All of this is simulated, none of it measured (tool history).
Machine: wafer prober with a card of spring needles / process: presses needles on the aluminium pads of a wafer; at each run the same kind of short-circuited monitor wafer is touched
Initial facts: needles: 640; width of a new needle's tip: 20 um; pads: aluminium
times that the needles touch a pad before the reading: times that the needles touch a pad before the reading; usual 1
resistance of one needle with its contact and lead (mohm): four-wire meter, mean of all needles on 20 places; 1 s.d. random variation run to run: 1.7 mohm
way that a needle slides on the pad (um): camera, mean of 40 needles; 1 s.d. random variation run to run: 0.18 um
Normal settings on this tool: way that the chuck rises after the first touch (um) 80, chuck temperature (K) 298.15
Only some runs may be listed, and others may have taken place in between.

| run | hour | way that the chuck rises after the first touch (um) | chuck temperature (K) | times that the needles touch a pad before the reading | resistance of one needle with its contact and lead (mohm) | way that a needle slides on the pad (um) |
|---|---|---|---|---|---|---|
| 1 | 0 | 80 | 298.15 | 1 | 216 | 18.7 |
|  | 3.4 | tips cleaned on abrasive film |
|  | 9 | tips cleaned on abrasive film |
|  | 13.5 | tips cleaned on abrasive film |
|  | 19.1 | tips cleaned on abrasive film |
| 2 | 21.5 | 80 | 343.15 | 1 | 222 | 18.2 |
|  | 23.8 | tips cleaned on abrasive film |
|  | 28.3 | tips cleaned on abrasive film |
|  | 33.9 | tips cleaned on abrasive film |
|  | 39.6 | tips cleaned on abrasive film |
| 3 | 40.4 | 80 | 343.15 | 1 | 206 | 18.24 |
|  | 44.9 | tips cleaned on abrasive film |
|  | 50.5 | tips cleaned on abrasive film |
| 4 | 52.8 | 80 | 343.15 | 1 | 227 | 18.04 |
|  | 55.1 | tips cleaned on abrasive film |
|  | 60.7 | tips cleaned on abrasive film |
|  | 66.3 | tips cleaned on abrasive film |
| 5 | 68.7 | 80 | 300.15 | 1 | 223 | 18.38 |
|  | 71 | tips cleaned on abrasive film |
|  | 76.6 | tips cleaned on abrasive film |
|  | 81.1 | tips cleaned on abrasive film, once more |
|  | 86.7 | tips cleaned on abrasive film |
|  | 92.3 | tips cleaned on abrasive film |
| 6 | 93.2 | 80 | 360.15 | 1 | 211 | 17.88 |
|  | 97.7 | tips cleaned on abrasive film |
|  | 103.3 | tips cleaned on abrasive film |
|  | 108.9 | tips cleaned on abrasive film |
|  | 113.9 | tips cleaned on abrasive film |
| 7 | 113.9 | 63 | 360.15 | 1 | 198 | 13.79 |
|  | 119.5 | tips cleaned on abrasive film |
|  | 125.1 | tips cleaned on abrasive film |
| 8 | 125.3 | 95 | 298.15 | 1 | 176 | 21.67 |
|  | 129.8 | tips cleaned on abrasive film |
|  | 135.5 | tips cleaned on abrasive film |
|  | 140.4 | tips cleaned on abrasive film |
| 9 | 140.4 | 92 | 298.15 | 1 | 173 | 20.52 |
|  | 144.9 | tips cleaned on abrasive film |
|  | 150.5 | tips cleaned on abrasive film |
|  | 155 | tips cleaned on abrasive film |
| 10 | 158.7 | 92 | 298.15 | 1 | 228 | 20.35 |
|  | 159.9 | tips cleaned on abrasive film |
|  | 165.5 | tips cleaned on abrasive film |
|  | 171.1 | tips cleaned on abrasive film |
|  | 175.6 | tips cleaned on abrasive film |
|  | 181.2 | tips cleaned on abrasive film |
| 11 | 184.9 | 80 | 298.15 | 1 | 249 | 17.5 |
|  | 186.1 | tips cleaned on abrasive film |
|  | 191.7 | tips cleaned on abrasive film |
|  | 196.2 | tips cleaned on abrasive film |
|  | 200.7 | tips cleaned on abrasive film |
| 12 | 204.6 | 80 | 298.15 | 1 | 259 | 17.81 |
|  | 205.8 | tips cleaned on abrasive film |
|  | 211.4 | tips cleaned on abrasive film |
|  | 216.1 | tips cleaned on abrasive film |
| 13 | 216.1 | 80 | 298.15 | 1 | 184 | 17.5 |
|  | 221.7 | tips cleaned on abrasive film |
|  | 226.2 | tips cleaned on abrasive film |
|  | 231.8 | tips cleaned on abrasive film |
|  | 237.2 | tips cleaned on abrasive film |
| 14 | 237.2 | 80 | 298.15 | 1 | 181 | 17.29 |
|  | 242.8 | tips cleaned on abrasive film |
|  | 248.4 | tips cleaned on abrasive film |
|  | 254 | tips cleaned on abrasive film |
| 15 | 255.9 | 80 | 298.15 | 1 | 221 | 17.45 |
|  | 259.3 | tips cleaned on abrasive film |
|  | 264.8 | tips cleaned on abrasive film |
|  | 270.4 | tips cleaned on abrasive film |
|  | 274.9 | tips cleaned on abrasive film |
| 16 | 278 | 80 | 298.15 | 1 | 254 | 17.3 |
|  | 280.3 | tips cleaned on abrasive film |
|  | 285.8 | tips cleaned on abrasive film |
|  | 291.4 | tips cleaned on abrasive film |
| 17 | 295.8 | 80 | 298.15 | 1 | 278 | 17.24 |
|  | 297 | tips cleaned on abrasive film |
|  | 297.3 | height of the first contact set anew |
|  | 302.9 | tips cleaned on abrasive film |
|  | 308.5 | tips cleaned on abrasive film |
| 18 | 309.5 | 73 | 302.15 | 2 | 192 | 17.53 |
|  | 314 | tips cleaned on abrasive film |
|  | 319.6 | tips cleaned on abrasive film |
|  | 325.1 | tips cleaned on abrasive film |
| 19 | 328 | 80 | 374.15 | 1 | 242 | 19.11 |
|  | 330.3 | tips cleaned on abrasive film |
|  | 334.8 | tips cleaned on abrasive film |
|  | 340.4 | tips cleaned on abrasive film |
|  | 344.9 | tips cleaned on abrasive film |
|  | 350.5 | tips cleaned on abrasive film |
| 20 | 353.4 | 80 | 342.15 | 1 | 236 | 19.16 |
|  | 355.7 | tips cleaned on abrasive film |
|  | 360.2 | tips cleaned on abrasive film |
|  | 365.4 | tips cleaned on abrasive film |
| 21 | 365.4 | 80 | 342.15 | 1 | 188 | 19.4 |
|  | 369.9 | tips cleaned on abrasive film |
|  | 375.5 | tips cleaned on abrasive film |
| 22 | 378.5 | 80 | 298.15 | 2 | 210 | 19.1 |
|  | 380.8 | tips cleaned on abrasive film |
|  | 386.4 | tips cleaned on abrasive film |
|  | 392 | tips cleaned on abrasive film |
|  | 396.6 | tips cleaned on abrasive film |
|  | 402.1 | tips cleaned on abrasive film |
| 23 | 402.1 | 66 | 307.15 | 2 | 187 | 15.33 |
|  | 407.7 | tips cleaned on abrasive film |
|  | 413.3 | tips cleaned on abrasive film |
|  | 419 | tips cleaned on abrasive film |
| 24 | 421.2 | 68 | 302.15 | 1 | 243 | 16.17 |
|  | 423.6 | tips cleaned on abrasive film |
|  | 429.2 | tips cleaned on abrasive film |
|  | 433.9 | tips cleaned on abrasive film |
| 25 | 433.9 | 80 | 306.15 | 2 | 181 | 18.55 |
|  | 439.5 | tips cleaned on abrasive film |
|  | 445.2 | tips cleaned on abrasive film |
| 26 | 445.3 | 86 | 303.15 | 1 | 188 | 20.43 |
|  | 449.8 | tips cleaned on abrasive film |
|  | 455.4 | tips cleaned on abrasive film |
|  | 459.9 | tips cleaned on abrasive film |
|  | 465.4 | tips cleaned on abrasive film |
| 27 | 466.8 | 66 | 298.15 | 1 | 234 | 15.3 |
|  | 470.2 | tips cleaned on abrasive film |
|  | 474.7 | tips cleaned on abrasive film |
|  | 480.3 | tips cleaned on abrasive film |
| 28 | 481.4 | 66 | 318.15 | 1 | 230 | 15.73 |

Below are 3 alternative next runs, each starting from the tool's condition after run 28. Predict each:
|  | 485.9 | tips cleaned on abrasive film |
|  | 491.5 | tips cleaned on abrasive film |
|  | 496 | tips cleaned on abrasive film |
|  | 500.5 | tips cleaned on abrasive film |
| A | 503.5 | 86 | 300.15 | 2 | ? | ? |
|  | 485.9 | tips cleaned on abrasive film |
|  | 491.5 | tips cleaned on abrasive film |
|  | 496 | tips cleaned on abrasive film |
|  | 500.5 | tips cleaned on abrasive film |
| B | 503.5 | 66 | 318.15 | 1 | ? | ? |
|  | 485.9 | tips cleaned on abrasive film |
|  | 491.5 | tips cleaned on abrasive film |
|  | 496 | tips cleaned on abrasive film |
|  | 500.5 | tips cleaned on abrasive film |
| C | 503.5 | 66 | 318.15 | 2 | ? | ? |

| run | resistance of one needle with its contact and lead (mohm) | way that a needle slides on the pad (um) |
|---|---|---|
| A | 211 | 19.89 |
| B | 282 | 15.15 |
| C | 242 | 15.4 |
Take away the tool's hidden state, keep each run's random variation, and the runs would have read:
| run | resistance of one needle with its contact and lead (mohm) | way that a needle slides on the pad (um) |
|---|---|---|
| A | 171 | 20.62 |
| B | 176 | 15.89 |
| C | 176 | 16.16 |
